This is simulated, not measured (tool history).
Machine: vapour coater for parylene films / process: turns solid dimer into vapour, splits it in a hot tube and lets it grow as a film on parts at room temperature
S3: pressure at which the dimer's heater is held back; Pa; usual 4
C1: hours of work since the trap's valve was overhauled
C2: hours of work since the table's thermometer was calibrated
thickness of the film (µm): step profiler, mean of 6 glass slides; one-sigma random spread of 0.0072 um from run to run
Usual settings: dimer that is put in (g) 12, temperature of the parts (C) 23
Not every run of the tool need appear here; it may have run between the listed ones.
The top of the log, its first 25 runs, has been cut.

Run 26, hour 299: usual settings but dimer that is put in (g) 20, temperature of the parts (C) 35, S3 5.79 Pa; C1 142; C2 234. Result: thickness of the film (µm) 2.555.
Run 27, hour 307.1: usual settings but temperature of the parts (C) 16, S3 2.35 Pa; C1 147; C2 239. Result: thickness of the film (µm) 2.325.
Run 28, hour 321.3: usual settings but temperature of the parts (C) 16, S3 2.35 Pa; C1 155; C2 248. Result: thickness of the film (µm) 2.315.
Run 29, hour 330.9: usual settings but dimer that is put in (g) 8, temperature of the parts (C) 16, S3 7.09 Pa; C1 161; C2 253. Result: thickness of the film (µm) 1.423.
Run 30, hour 342.4: usual settings but dimer that is put in (g) 8, temperature of the parts (C) 16, S3 7.09 Pa; C1 168; C2 260. Result: thickness of the film (µm) 1.417.
Run 31, hour 350.9: usual settings but temperature of the parts (C) 31, S3 3.89 Pa; C1 173; C2 266. Result: thickness of the film (µm) 1.685.
Run 32, hour 365.8: usual settings but dimer that is put in (g) 6, S3 5.76 Pa; C1 182; C2 275. Result: thickness of the film (µm) 0.934.
Run 33, hour 373.3: usual settings but dimer that is put in (g) 6, S3 5.76 Pa; C1 186; C2 279. Result: thickness of the film (µm) 0.943.
Run 34, hour 381.7: usual settings but dimer that is put in (g) 6, S3 5.76 Pa; C1 192; C2 284. Result: thickness of the film (µm) 0.941.
Run 35, hour 393.9: usual settings but dimer that is put in (g) 9, S3 5.44 Pa; C1 199; C2 291. Result: thickness of the film (µm) 1.436.
Run 36, hour 404.1: usual settings but dimer that is put in (g) 9, S3 5.44 Pa; C1 205; C2 298. Result: thickness of the film (µm) 1.422.
Run 37, hour 411: usual settings but dimer that is put in (g) 9, S3 5.44 Pa; C1 209; C2 302. Result: thickness of the film (µm) 1.408.
Run 38, hour 425.6: usual settings but dimer that is put in (g) 9, temperature of the parts (C) 18, S3 2.05 Pa; C1 218; C2 311. Result: thickness of the film (µm) 1.674.
Run 39, hour 433.2: usual settings but dimer that is put in (g) 20, temperature of the parts (C) 32, S3 3.81 Pa; C1 223; C2 315. Result: thickness of the film (µm) 2.738.
Run 40, hour 444.7: usual settings but dimer that is put in (g) 11, S3 4.07 Pa; C1 230; C2 322. Result: thickness of the film (µm) 1.776.
Run 41, hour 452.8: usual settings but S3 10.26 Pa; C1 235; C2 327. Result: thickness of the film (µm) 1.79.
Run 42, hour 460.2: usual settings but dimer that is put in (g) 20, temperature of the parts (C) 29, S3 2.02 Pa; C1 239; C2 332. Result: thickness of the film (µm) 3.045.
Run 43, hour 468.4: usual settings but dimer that is put in (g) 20, temperature of the parts (C) 35, S3 2.02 Pa; C1 244; C2 336. Result: thickness of the film (µm) 2.728.
Run 44, hour 481.9: usual settings but dimer that is put in (g) 11, temperature of the parts (C) 16, S3 3.88 Pa; C1 252; C2 345. Result: thickness of the film (µm) 2.006.
Run 45, hour 493: usual settings but dimer that is put in (g) 18, temperature of the parts (C) 18, S3 6.62 Pa; C1 259; C2 351. Result: thickness of the film (µm) 3.035.
Run 46, hour 507.7: usual settings but dimer that is put in (g) 19, temperature of the parts (C) 26, S3 10.19 Pa; C1 268; C2 360. Result: thickness of the film (µm) 2.671.

Here are 5 independent what-if runs from the current tool condition. What would each one return?
Run A, hour 517.4: usual settings but dimer that is put in (g) 8, temperature of the parts (C) 26, S3 5.31 Pa; C1 274; C2 366. Result: thickness of the film (µm) ?.
Run B, hour 517.4: usual settings but dimer that is put in (g) 7, temperature of the parts (C) 26, S3 10.19 Pa; C1 274; C2 366. Result: thickness of the film (µm) ?.
Run C, hour 517.4: usual settings but dimer that is put in (g) 17; C1 274; C2 366. Result: thickness of the film (µm) ?.
Run D, hour 517.4: usual settings but dimer that is put in (g) 19, temperature of the parts (C) 26, S3 11.8 Pa; C1 274; C2 366. Result: thickness of the film (µm) ?.
Run E, hour 517.4: usual settings but temperature of the parts (C) 29; C1 274; C2 366. Result: thickness of the film (µm) ?.

run  thickness of the film (µm)
  A                       1.187
  B                       0.998
  C                       2.711
  D                       2.646
  E                        1.72
Without the tool's hidden state the same runs would have given:
run  thickness of the film (µm)
  A                       1.239
  B                       1.041
  C                        2.83
  D                       2.763
  E                       1.795
